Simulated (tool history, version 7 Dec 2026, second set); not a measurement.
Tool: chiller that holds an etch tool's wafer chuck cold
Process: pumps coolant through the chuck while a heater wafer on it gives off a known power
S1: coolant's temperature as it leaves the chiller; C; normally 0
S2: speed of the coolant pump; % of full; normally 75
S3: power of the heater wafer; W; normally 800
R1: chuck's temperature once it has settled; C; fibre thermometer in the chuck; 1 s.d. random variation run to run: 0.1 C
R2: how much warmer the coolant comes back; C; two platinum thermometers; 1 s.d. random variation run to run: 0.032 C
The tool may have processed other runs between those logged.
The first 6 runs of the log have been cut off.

run,hour,S1,S2,S3,R1,R2
7,513.1,0,75,800,11.1,4.17
8,588.9,0,75,800,11.3,4.2
9,661.1,0,75,1119,15.5,5.82
10,767.9,0,75,1119,15.5,5.82
11,817.5,0,75,1119,15.5,5.85
12,864.4,0,75,1119,15.4,5.94
13,947.1,0,75,800,11.3,4.2
14,1022.5,0,75,800,11.5,4.23
15,1081.3,0,75,800,11.3,4.26
# hour 1092.4: coolant pump overhauled
16,1166.6,0,75,800,11.6,4.34
17,1245.7,0,75,800,11.5,4.27
18,1348.4,-1,79,1065,14,5.45
19,1397.1,-1,79,1065,14,5.42
20,1476,0,86,661,9.3,3.02
# hour 1558.9: coolant pump overhauled, once more
21,1563.3,0,75,874,12.3,4.17
22,1616.5,0,75,874,12.4,4.24
23,1660,3,71,413,9.4,2.13
24,1718.7,9,85,484,15.6,2.07
25,1809.5,9,85,596,17.2,2.53
26,1862.1,-6,76,504,1.5,2.45
27,1925.6,-6,76,504,1.6,2.43
28,2030.7,-6,76,504,1.5,2.4
29,2086.9,2,85,778,12.5,3.31
30,2158.2,3,66,800,15.6,4.51
31,2215.1,-5,69,506,3.2,2.72

Each row is a separate what-if for the run after 31, all from the same tool condition, not one after another. Results?
A,2265.1,-4,77,506,?,?
B,2265.1,0,100,800,?,?
C,2265.1,-8,68,938,?,?
D,2265.1,8,90,800,?,?

run,R1,R2
A,3.7,2.44
B,10,2.85
C,6.2,5.1
D,18.6,3.18
With the hidden condition removed and each run's random variation left untouched, the same runs would have given:
run,R1,R2
A,1.9,2.41
B,7.8,2.81
C,3.7,5.04
D,16.4,3.14
